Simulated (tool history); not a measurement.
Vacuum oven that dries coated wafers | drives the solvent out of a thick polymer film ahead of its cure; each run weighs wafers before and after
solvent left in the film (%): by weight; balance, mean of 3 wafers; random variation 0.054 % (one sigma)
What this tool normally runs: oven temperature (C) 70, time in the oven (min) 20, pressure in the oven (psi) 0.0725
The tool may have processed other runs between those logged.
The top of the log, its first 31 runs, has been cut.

run	day	oven temperature (C)	time in the oven (min)	pressure in the oven (psi)	hours of work since the thermocouples were calibrated	hours of work since the vacuum gauge was cleaned of residue	solvent left in the film (%)
32	19.921	56	12	0.0872	467	685	12.72
33	20.267	79	20	0.2747	472	690	0.73
34	20.829	79	14	0.2440	479	697	1.18
35	21.396	70	34	0.0629	486	705	0.49
36	22.200	67	16	0.0780	497	715	4.44
37	22.938	67	16	0.0780	506	725	4.48
38	23.679	67	16	0.0780	516	734	4.56
39	24.200	81	15	0.1086	523	741	0.50
40	24.838	65	20	0.0725	531	750	4.09
41	25.533	65	20	0.0725	540	759	4.12
42	26.350	69	15	0.0629	551	769	3.98
43	27.204	71	15	0.0629	562	781	3.00
44	27.792	71	15	0.0629	570	788	2.90
45	28.375	71	27	0.0629	577	796	0.80
46	29.238	67	12	0.0862	589	807	6.46

Here are 3 independent what-if runs from the current tool condition. What would each one return?
A	29.612	57	11	0.0725	594	812	?
B	29.612	70	11	0.2455	594	812	?
C	29.612	64	35	0.0725	594	812	?

run	solvent left in the film (%)
A	12.82
B	5.94
C	1.72
With the hidden condition removed and each run's random variation left untouched, the same runs would have given:
run	solvent left in the film (%)
A	12.81
B	5.93
C	1.71
